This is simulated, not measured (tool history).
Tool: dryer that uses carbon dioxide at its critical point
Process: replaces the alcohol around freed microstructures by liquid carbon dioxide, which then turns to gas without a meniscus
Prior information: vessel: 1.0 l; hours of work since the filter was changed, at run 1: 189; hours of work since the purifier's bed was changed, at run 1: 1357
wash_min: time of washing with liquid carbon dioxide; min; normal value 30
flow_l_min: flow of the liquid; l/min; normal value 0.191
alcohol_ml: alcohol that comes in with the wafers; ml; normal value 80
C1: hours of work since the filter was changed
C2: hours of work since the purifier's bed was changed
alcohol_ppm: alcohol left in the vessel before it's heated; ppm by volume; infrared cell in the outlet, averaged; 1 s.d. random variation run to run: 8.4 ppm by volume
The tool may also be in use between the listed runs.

run 1 hour=0.0 | wash_min=30 flow_l_min=0.191 alcohol_ml=80 | C1=189 C2=1357 | alcohol_ppm=941
run 2 hour=23.5 | wash_min=30 flow_l_min=0.257 alcohol_ml=80 | C1=204 C2=1372 | alcohol_ppm=343
run 3 hour=46.4 | wash_min=30 flow_l_min=0.257 alcohol_ml=80 | C1=218 C2=1386 | alcohol_ppm=359
run 4 hour=72.7 | wash_min=30 flow_l_min=0.191 alcohol_ml=80 | C1=235 C2=1403 | alcohol_ppm=1053
-- hour=113.7 purifier's bed changed
run 5 hour=124.3 | wash_min=30 flow_l_min=0.191 alcohol_ml=80 | C1=266 C2=7 | alcohol_ppm=929
run 6 hour=152.9 | wash_min=30 flow_l_min=0.191 alcohol_ml=80 | C1=284 C2=25 | alcohol_ppm=1024
-- hour=185.4 inlet filter changed
run 7 hour=194.4 | wash_min=30 flow_l_min=0.191 alcohol_ml=120 | C1=6 C2=50 | alcohol_ppm=699
run 8 hour=221.7 | wash_min=30 flow_l_min=0.214 alcohol_ml=50 | C1=23 C2=68 | alcohol_ppm=174
run 9 hour=264.3 | wash_min=31 flow_l_min=0.206 alcohol_ml=55 | C1=50 C2=95 | alcohol_ppm=216
run 10 hour=287.8 | wash_min=40 flow_l_min=0.230 alcohol_ml=23 | C1=65 C2=110 | alcohol_ppm=23
run 11 hour=330.2 | wash_min=40 flow_l_min=0.230 alcohol_ml=23 | C1=92 C2=136 | alcohol_ppm=36
run 12 hour=362.7 | wash_min=40 flow_l_min=0.230 alcohol_ml=23 | C1=112 C2=157 | alcohol_ppm=35
run 13 hour=411.2 | wash_min=20 flow_l_min=0.136 alcohol_ml=94 | C1=143 C2=188 | alcohol_ppm=9901

Measured less the same run without the tool's hidden state. The same run-to-run variation is in both; the gauge's scatter may not be:
What the log doesn't record here: flow that reaches the vessel past the clogged filter, %; alcohol in the recycled carbon dioxide, ppm; drift of the gauge itself on alcohol_ppm, %.
run=1 alcohol_ppm=+501
run=2 alcohol_ppm=+263
run=3 alcohol_ppm=+283
run=4 alcohol_ppm=+608
run=5 alcohol_ppm=+500
run=6 alcohol_ppm=+567
run=7 alcohol_ppm=+35
run=8 alcohol_ppm=+26
run=9 alcohol_ppm=+46
run=10 alcohol_ppm=+18
run=11 alcohol_ppm=+22
run=12 alcohol_ppm=+24
run=13 alcohol_ppm=+1743
